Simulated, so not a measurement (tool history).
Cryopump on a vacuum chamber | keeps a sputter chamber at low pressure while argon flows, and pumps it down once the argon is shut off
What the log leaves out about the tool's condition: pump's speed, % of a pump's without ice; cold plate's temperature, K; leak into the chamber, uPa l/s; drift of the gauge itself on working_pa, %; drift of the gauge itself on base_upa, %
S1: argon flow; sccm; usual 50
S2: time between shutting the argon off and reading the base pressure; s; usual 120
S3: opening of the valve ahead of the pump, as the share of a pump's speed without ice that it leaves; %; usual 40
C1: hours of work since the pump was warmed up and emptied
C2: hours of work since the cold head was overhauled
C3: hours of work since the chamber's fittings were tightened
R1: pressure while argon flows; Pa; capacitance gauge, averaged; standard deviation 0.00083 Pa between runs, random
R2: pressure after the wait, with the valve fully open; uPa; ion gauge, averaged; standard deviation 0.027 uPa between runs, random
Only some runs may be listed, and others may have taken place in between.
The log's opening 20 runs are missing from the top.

{"run": 21, "hour": 1893.2, "S1": 43, "S2": 22, "S3": 24, "C1": 633, "C2": 2156, "C3": 876, "R1": 0.2541, "R2": 5.86}
{"run": 22, "hour": 1994.2, "S1": 27, "S2": 120, "S3": 40, "C1": 697, "C2": 2220, "C3": 941, "R1": 0.0994, "R2": 1.44}
{"hour": 2034.0, "done": "pump warmed up, emptied and cooled again"}
{"run": 23, "hour": 2108.8, "S1": 41, "S2": 128, "S3": 23, "C1": 48, "C2": 2290, "C3": 1011, "R1": 0.2389, "R2": 1.23}
{"run": 24, "hour": 2167.0, "S1": 41, "S2": 128, "S3": 23, "C1": 85, "C2": 2327, "C3": 1048, "R1": 0.2401, "R2": 1.31}
{"run": 25, "hour": 2227.6, "S1": 87, "S2": 168, "S3": 52, "C1": 123, "C2": 2366, "C3": 1086, "R1": 0.2306, "R2": 1.09}
{"run": 26, "hour": 2325.5, "S1": 37, "S2": 113, "S3": 16, "C1": 186, "C2": 2428, "C3": 1149, "R1": 0.3134, "R2": 1.41}
{"run": 27, "hour": 2393.4, "S1": 37, "S2": 113, "S3": 16, "C1": 229, "C2": 2472, "C3": 1192, "R1": 0.31, "R2": 1.42}
{"run": 28, "hour": 2469.0, "S1": 37, "S2": 34, "S3": 25, "C1": 277, "C2": 2520, "C3": 1240, "R1": 0.2036, "R2": 3.86}
{"run": 29, "hour": 2580.1, "S1": 54, "S2": 120, "S3": 55, "C1": 348, "C2": 2591, "C3": 1311, "R1": 0.1411, "R2": 1.42}
{"run": 30, "hour": 2695.0, "S1": 54, "S2": 120, "S3": 55, "C1": 421, "C2": 2664, "C3": 1384, "R1": 0.1414, "R2": 1.41}
{"run": 31, "hour": 2751.8, "S1": 50, "S2": 21, "S3": 40, "C1": 457, "C2": 2700, "C3": 1420, "R1": 0.1783, "R2": 6.16}
{"run": 32, "hour": 2819.1, "S1": 85, "S2": 219, "S3": 17, "C1": 500, "C2": 2743, "C3": 1463, "R1": 0.6885, "R2": 1}
{"run": 33, "hour": 2905.6, "S1": 29, "S2": 88, "S3": 35, "C1": 555, "C2": 2798, "C3": 1518, "R1": 0.1188, "R2": 1.85}
{"run": 34, "hour": 2958.1, "S1": 37, "S2": 52, "S3": 35, "C1": 589, "C2": 2832, "C3": 1552, "R1": 0.1521, "R2": 2.8}

Here are 4 independent what-if runs from the current tool condition. What would each one return?
{"run": "A", "hour": 3042.3, "S1": 29, "S2": 26, "S3": 18, "C1": 643, "C2": 2885, "C3": 1606, "R1": "?", "R2": "?"}
{"run": "B", "hour": 3042.3, "S1": 92, "S2": 31, "S3": 28, "C1": 643, "C2": 2885, "C3": 1606, "R1": "?", "R2": "?"}
{"run": "C", "hour": 3042.3, "S1": 77, "S2": 120, "S3": 55, "C1": 643, "C2": 2885, "C3": 1606, "R1": "?", "R2": "?"}
{"run": "D", "hour": 3042.3, "S1": 61, "S2": 22, "S3": 19, "C1": 643, "C2": 2885, "C3": 1606, "R1": "?", "R2": "?"}

run=A R1=0.2253 R2=4.87
run=B R1=0.4708 R2=4.25
run=C R1=0.2155 R2=1.49
run=D R1=0.4474 R2=5.83
Had the tool no hidden state, the same runs would have come out as:
run=A R1=0.2151 R2=4.57
run=B R1=0.4385 R2=3.94
run=C R1=0.1884 R2=1.18
run=D R1=0.4261 R2=5.52

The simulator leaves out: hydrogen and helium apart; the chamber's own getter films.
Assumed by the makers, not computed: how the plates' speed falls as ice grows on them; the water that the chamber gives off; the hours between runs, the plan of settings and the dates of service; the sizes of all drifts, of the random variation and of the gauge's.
